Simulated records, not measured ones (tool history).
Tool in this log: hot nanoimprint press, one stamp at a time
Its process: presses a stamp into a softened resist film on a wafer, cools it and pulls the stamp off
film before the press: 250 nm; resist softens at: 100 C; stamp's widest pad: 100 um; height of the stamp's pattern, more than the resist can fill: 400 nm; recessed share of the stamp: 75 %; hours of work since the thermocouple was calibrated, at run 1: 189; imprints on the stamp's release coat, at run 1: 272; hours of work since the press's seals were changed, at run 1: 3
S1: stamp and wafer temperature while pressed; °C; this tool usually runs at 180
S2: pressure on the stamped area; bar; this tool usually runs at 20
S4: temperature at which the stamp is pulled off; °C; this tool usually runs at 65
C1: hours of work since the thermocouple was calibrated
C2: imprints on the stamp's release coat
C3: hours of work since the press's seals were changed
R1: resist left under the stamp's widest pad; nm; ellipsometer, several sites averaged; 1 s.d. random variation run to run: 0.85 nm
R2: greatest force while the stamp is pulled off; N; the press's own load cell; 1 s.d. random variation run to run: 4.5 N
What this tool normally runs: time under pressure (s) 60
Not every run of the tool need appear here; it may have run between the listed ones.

Run 1, day 0: usual settings; C1 189; C2 272; C3 3. Result: R1 111.9 nm, R2 229 N.
Run 2, day 1.025: usual settings; C1 208; C2 370; C3 22. Result: R1 112.1 nm, R2 228 N.
Run 3, day 2.671: usual settings but S2 12.1 bar; C1 238; C2 526; C3 52. Result: R1 142 nm, R2 242 N.
Run 4, day 3.875: usual settings but S4 52 °C; C1 260; C2 640; C3 74. Result: R1 113 nm, R2 335 N.
Run 5, day 5.346: usual settings but S4 52 °C; C1 287; C2 779; C3 101. Result: R1 109.6 nm, R2 345 N.
Run 6, day 6.312: usual settings but S1 177 °C; C1 305; C2 871; C3 119. Result: R1 121.5 nm, R2 263 N.
At day 6.967: stamp cleaned and given a new release coat.
Run 7, day 8.196: usual settings but time under pressure (s) 34; C1 335; C2 116; C3 149. Result: R1 133.9 nm, R2 215 N.
Run 8, day 9.992: usual settings but time under pressure (s) 34; C1 368; C2 287; C3 182. Result: R1 133.1 nm, R2 225 N.
Run 9, day 11.85: usual settings but time under pressure (s) 34; C1 402; C2 463; C3 216. Result: R1 131.2 nm, R2 232 N.
Run 10, day 12.85: usual settings but S1 187 °C; C1 420; C2 558; C3 234. Result: R1 87.7 nm, R2 227 N.
Run 11, day 14.479: usual settings; C1 450; C2 713; C3 264. Result: R1 110.1 nm, R2 248 N.
Run 12, day 16.346: usual settings but S1 177 °C, time under pressure (s) 34; C1 485; C2 890; C3 298. Result: R1 145.6 nm, R2 251 N.
At day 16.842: stamp cleaned and given a new release coat.
Run 13, day 17.742: usual settings but S1 177 °C, time under pressure (s) 34; C1 506; C2 86; C3 319. Result: R1 144.2 nm, R2 212 N.
Run 14, day 19.567: usual settings but S1 181 °C, S2 31.5 bar; C1 539; C2 259; C3 353. Result: R1 82.6 nm, R2 226 N.
Run 15, day 21.45: usual settings but S2 14.6 bar, time under pressure (s) 87, S4 70 °C; C1 574; C2 438; C3 387. Result: R1 112.3 nm, R2 192 N.
At day 22.75: plate thermocouple calibrated.
Run 16, day 22.796: usual settings but S2 19.8 bar, time under pressure (s) 87, S4 68 °C; C1 1; C2 554; C3 410. Result: R1 102.6 nm, R2 236 N.
Run 17, day 23.946: usual settings but S1 181 °C, S2 27.3 bar, time under pressure (s) 44, S4 53 °C; C1 22; C2 663; C3 431. Result: R1 108 nm, R2 342 N.
Run 18, day 25.512: usual settings but S2 25.5 bar, time under pressure (s) 50, S4 59 °C; C1 51; C2 811; C3 460. Result: R1 108.7 nm, R2 309 N.
At day 26.875: stamp cleaned and given a new release coat.
Run 19, day 26.992: usual settings but S2 25.5 bar, time under pressure (s) 50, S4 59 °C; C1 73; C2 11; C3 482. Result: R1 108.7 nm, R2 255 N.
Run 20, day 28.825: usual settings but S2 15.9 bar, S4 70 °C; C1 107; C2 185; C3 516. Result: R1 130.6 nm, R2 198 N.
Run 21, day 30.45: usual settings but S4 67 °C; C1 137; C2 339; C3 546. Result: R1 115 nm, R2 225 N.

Difference, measured minus no-hidden-state, one row per run. Run-to-run variation is common to both terms; the gauge's own scatter need not be:
Hidden state present: true temperature over the reading, C; pressure that arrives at the usual setting, %; grip of the stamp's worn release coat, % over a new coat's; drift of the gauge itself on residual_nm, %; drift of the gauge itself on pull_off_n, %.
run    R1   R2
  1  -2.7  +10
  2  -2.9  +15
  3  -3.7  +24
  4  -3.5  +42
  5  -3.7  +51
  6  -4.4  +42
  7  -4.6   -2
  8  -4.9   +7
  9  -5.3  +15
 10  -3.8  +19
 11  -5.4  +29
 12  -6.8  +36
 13    -7   -8
 14  -4.6   +1
 15  -7.1   +6
 16  +1.4  +31
 17  +1.6  +50
 18  +1.2  +54
 19  +1.1   -1
 20  +0.1   +8
 21  +0.1  +16
